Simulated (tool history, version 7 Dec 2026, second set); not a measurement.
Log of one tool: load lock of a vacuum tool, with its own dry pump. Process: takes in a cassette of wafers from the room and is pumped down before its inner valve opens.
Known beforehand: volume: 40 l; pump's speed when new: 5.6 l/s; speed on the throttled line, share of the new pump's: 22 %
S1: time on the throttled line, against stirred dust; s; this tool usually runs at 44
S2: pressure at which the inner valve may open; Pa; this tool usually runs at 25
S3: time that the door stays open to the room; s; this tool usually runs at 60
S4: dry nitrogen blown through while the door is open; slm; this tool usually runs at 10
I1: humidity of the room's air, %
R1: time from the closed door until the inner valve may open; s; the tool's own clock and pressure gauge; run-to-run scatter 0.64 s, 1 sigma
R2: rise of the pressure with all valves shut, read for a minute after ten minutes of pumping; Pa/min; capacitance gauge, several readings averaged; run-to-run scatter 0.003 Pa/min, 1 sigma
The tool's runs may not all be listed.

Run 1, hour 0: usual settings; I1 45.5. Result: R1 95.3 s, R2 0.023 Pa/min.
Run 2, hour 136: usual settings; I1 44.4. Result: R1 96.3 s, R2 0.018 Pa/min.
Run 3, hour 257.2: usual settings; I1 46.6. Result: R1 96.3 s, R2 0.024 Pa/min.
Run 4, hour 357.3: usual settings; I1 48.2. Result: R1 93.8 s, R2 0.03 Pa/min.
Run 5, hour 488.1: usual settings; I1 42. Result: R1 95.3 s, R2 0.026 Pa/min.
Run 6, hour 614.8: usual settings; I1 46.5. Result: R1 94.5 s, R2 0.025 Pa/min.
Run 7, hour 700.3: usual settings; I1 42.9. Result: R1 95.8 s, R2 0.026 Pa/min.
Run 8, hour 782.3: usual settings; I1 43.9. Result: R1 96 s, R2 0.031 Pa/min.
Run 9, hour 848: usual settings but S1 66 s; I1 44.6. Result: R1 113.1 s, R2 0.032 Pa/min.
Run 10, hour 978.4: usual settings but S1 66 s; I1 44.6. Result: R1 111.9 s, R2 0.026 Pa/min.
Run 11, hour 1051.3: usual settings but S2 20 Pa; I1 44.9. Result: R1 97.8 s, R2 0.034 Pa/min.
Run 12, hour 1158.9: usual settings but S2 20 Pa; I1 46.1. Result: R1 96.9 s, R2 0.033 Pa/min.
Run 13, hour 1255.6: usual settings but S2 20 Pa, S3 31 s; I1 45.2. Result: R1 97.5 s, R2 0.024 Pa/min.
Run 14, hour 1341.9: usual settings but S2 20 Pa, S3 31 s; I1 42.2. Result: R1 96.6 s, R2 0.025 Pa/min.
Run 15, hour 1403.1: usual settings but S1 47 s; I1 46.7. Result: R1 97.6 s, R2 0.033 Pa/min.
Run 16, hour 1528.4: usual settings but S1 47 s; I1 43.8. Result: R1 98 s, R2 0.035 Pa/min.
Run 17, hour 1637.5: usual settings but S1 47 s; I1 46.7. Result: R1 98.5 s, R2 0.032 Pa/min.
Run 18, hour 1770: usual settings but S1 47 s; I1 45. Result: R1 98.6 s, R2 0.038 Pa/min.
Run 19, hour 1833: usual settings but S1 47 s; I1 44.7. Result: R1 98.3 s, R2 0.03 Pa/min.
Run 20, hour 1943.4: usual settings but S1 47 s; I1 45.9. Result: R1 98.8 s, R2 0.037 Pa/min.

Estimate the outcome of run 21 from the log above:
Run 21, hour 2040.3: usual settings but S1 47 s, S2 28 Pa, S4 6 slm; I1 45.5. Result: R1 ?, R2 ?.

{"run 21": {"R1": 98.3, "R2": 0.046}}
Minus the tool's unlogged condition, the same run would have read R1 96.5 s, R2 0.029 Pa/min.
